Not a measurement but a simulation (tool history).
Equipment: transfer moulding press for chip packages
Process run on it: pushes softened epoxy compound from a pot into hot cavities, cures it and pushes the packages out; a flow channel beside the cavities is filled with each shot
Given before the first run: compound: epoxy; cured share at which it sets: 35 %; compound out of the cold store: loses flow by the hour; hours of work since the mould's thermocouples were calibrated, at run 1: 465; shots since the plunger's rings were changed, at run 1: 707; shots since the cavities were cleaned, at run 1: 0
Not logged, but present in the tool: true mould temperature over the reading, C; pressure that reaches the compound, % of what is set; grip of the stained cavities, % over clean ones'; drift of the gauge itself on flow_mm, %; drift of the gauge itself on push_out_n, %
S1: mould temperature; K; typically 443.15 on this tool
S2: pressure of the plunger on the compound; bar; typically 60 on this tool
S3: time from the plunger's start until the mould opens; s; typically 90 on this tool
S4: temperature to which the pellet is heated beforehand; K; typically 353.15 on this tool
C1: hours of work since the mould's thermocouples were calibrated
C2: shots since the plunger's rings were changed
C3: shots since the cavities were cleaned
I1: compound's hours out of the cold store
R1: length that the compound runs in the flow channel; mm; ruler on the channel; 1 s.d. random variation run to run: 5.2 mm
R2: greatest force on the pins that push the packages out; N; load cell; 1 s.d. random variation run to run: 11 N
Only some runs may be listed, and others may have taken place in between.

Run 1, hour 0: usual settings; C1 465; C2 707; C3 0; I1 8.6. Result: R1 661 mm, R2 497 N.
At hour 24.1: mould's thermocouples calibrated.
At hour 61.4: cavities cleaned with cleaning compound and waxed.
Run 2, hour 65.2: usual settings; C1 31; C2 1575; C3 53; I1 21.6. Result: R1 627 mm, R2 503 N.
At hour 123.6: cavities cleaned with cleaning compound and waxed.
Run 3, hour 128.2: usual settings but S2 68.5 bar; C1 79; C2 2440; C3 64; I1 31.5. Result: R1 637 mm, R2 502 N.
Run 4, hour 178.6: usual settings but S1 440.15 K, S2 68.5 bar; C1 118; C2 3148; C3 772; I1 46. Result: R1 610 mm, R2 548 N.
At hour 184.3: cavities cleaned with cleaning compound and waxed.
Run 5, hour 212.5: usual settings but S1 440.15 K, S2 68.5 bar; C1 144; C2 3605; C3 398; I1 26.7. Result: R1 656 mm, R2 547 N.
At hour 245.9: cavities cleaned with cleaning compound and waxed.
Run 6, hour 285.2: usual settings but S2 48 bar; C1 199; C2 4606; C3 554; I1 9.2. Result: R1 586 mm, R2 514 N.
At hour 306.4: cavities cleaned with cleaning compound and waxed.
Run 7, hour 333.6: usual settings but S3 112 s; C1 236; C2 5264; C3 382; I1 45.7. Result: R1 558 mm, R2 437 N.
At hour 364.2: cavities cleaned with cleaning compound and waxed.
Run 8, hour 398.8: usual settings; C1 286; C2 6160; C3 487; I1 13.5. Result: R1 644 mm, R2 512 N.
At hour 405.5: plunger's sealing rings changed.
At hour 428.9: cavities cleaned with cleaning compound and waxed.
Run 9, hour 448.6: usual settings; C1 322; C2 585; C3 277; I1 38.9. Result: R1 577 mm, R2 483 N.
At hour 489: cavities cleaned with cleaning compound and waxed.
Run 10, hour 498.5: usual settings; C1 359; C2 1265; C3 133; I1 16.6. Result: R1 628 mm, R2 492 N.
At hour 548: cavities cleaned with cleaning compound and waxed.
Run 11, hour 571.2: usual settings; C1 415; C2 2267; C3 326; I1 26.2. Result: R1 613 mm, R2 504 N.
At hour 608: cavities cleaned with cleaning compound and waxed.
Run 12, hour 616.8: usual settings but S1 446.15 K, S4 348.15 K; C1 450; C2 2887; C3 123; I1 11.7. Result: R1 637 mm, R2 460 N.
At hour 660.6: mould's thermocouples calibrated.
At hour 667.9: cavities cleaned with cleaning compound and waxed.
Run 13, hour 667.9: usual settings but S2 51.9 bar; C1 5; C2 3556; C3 0; I1 45.2. Result: R1 529 mm, R2 486 N.
At hour 730.9: cavities cleaned with cleaning compound and waxed.
Run 14, hour 737.2: usual settings but S2 51.9 bar; C1 58; C2 4510; C3 89; I1 39.8. Result: R1 540 mm, R2 494 N.
At hour 789: cavities cleaned with cleaning compound and waxed.
Run 15, hour 795.2: usual settings but S3 70 s, S4 355.15 K; C1 102; C2 5304; C3 87; I1 42.5. Result: R1 567 mm, R2 802 N.
Run 16, hour 834.2: usual settings but S3 87 s, S4 346.15 K; C1 132; C2 5852; C3 635; I1 14.8. Result: R1 636 mm, R2 542 N.
At hour 847.2: cavities cleaned with cleaning compound and waxed.
At hour 860.4: plunger's sealing rings changed.
Run 17, hour 889.2: usual settings but S1 441.15 K, S3 72 s, S4 348.15 K; C1 172; C2 405; C3 556; I1 24.5. Result: R1 623 mm, R2 935 N.
At hour 911.8: cavities cleaned with cleaning compound and waxed.
Run 18, hour 956.8: usual settings but S1 441.15 K, S3 72 s, S4 348.15 K; C1 224; C2 1334; C3 632; I1 13.7. Result: R1 659 mm, R2 963 N.
At hour 970.5: cavities cleaned with cleaning compound and waxed.
At hour 1031.9: cavities cleaned with cleaning compound and waxed.
Run 19, hour 1031.9: usual settings but S1 445.15 K, S3 75 s, S4 363.15 K; C1 280; C2 2349; C3 0; I1 35. Result: R1 592 mm, R2 589 N.
Run 20, hour 1080: usual settings but S1 444.15 K; C1 318; C2 3024; C3 675; I1 19.1. Result: R1 620 mm, R2 497 N.
At hour 1092.5: cavities cleaned with cleaning compound and waxed.
Run 21, hour 1143.5: usual settings but S1 440.15 K, S2 70.5 bar, S3 96 s, S4 355.15 K; C1 366; C2 3896; C3 716; I1 24.9. Result: R1 669 mm, R2 507 N.

Each row is a separate what-if for the run after 21, all from the same tool condition, not one after another. Results?
At hour 1153.3: cavities cleaned with cleaning compound and waxed.
Run A, hour 1188.7: usual settings but S1 440.15 K, S2 53.1 bar, S3 79 s, S4 361.15 K; C1 400; C2 4511; C3 498; I1 22.9. Result: R1 ?, R2 ?.
At hour 1153.3: cavities cleaned with cleaning compound and waxed.
Run B, hour 1188.7: usual settings but S1 440.15 K, S2 63.5 bar, S3 77 s, S4 350.15 K; C1 400; C2 4511; C3 498; I1 26.8. Result: R1 ?, R2 ?.
At hour 1153.3: cavities cleaned with cleaning compound and waxed.
Run C, hour 1188.7: usual settings but S3 72 s, S4 354.15 K; C1 400; C2 4511; C3 498; I1 31.8. Result: R1 ?, R2 ?.

run   R1   R2
  A  588  780
  B  640  847
  C  594  772
With no hidden state in the tool, these same runs would have given:
run   R1   R2
  A  588  776
  B  641  843
  C  594  768
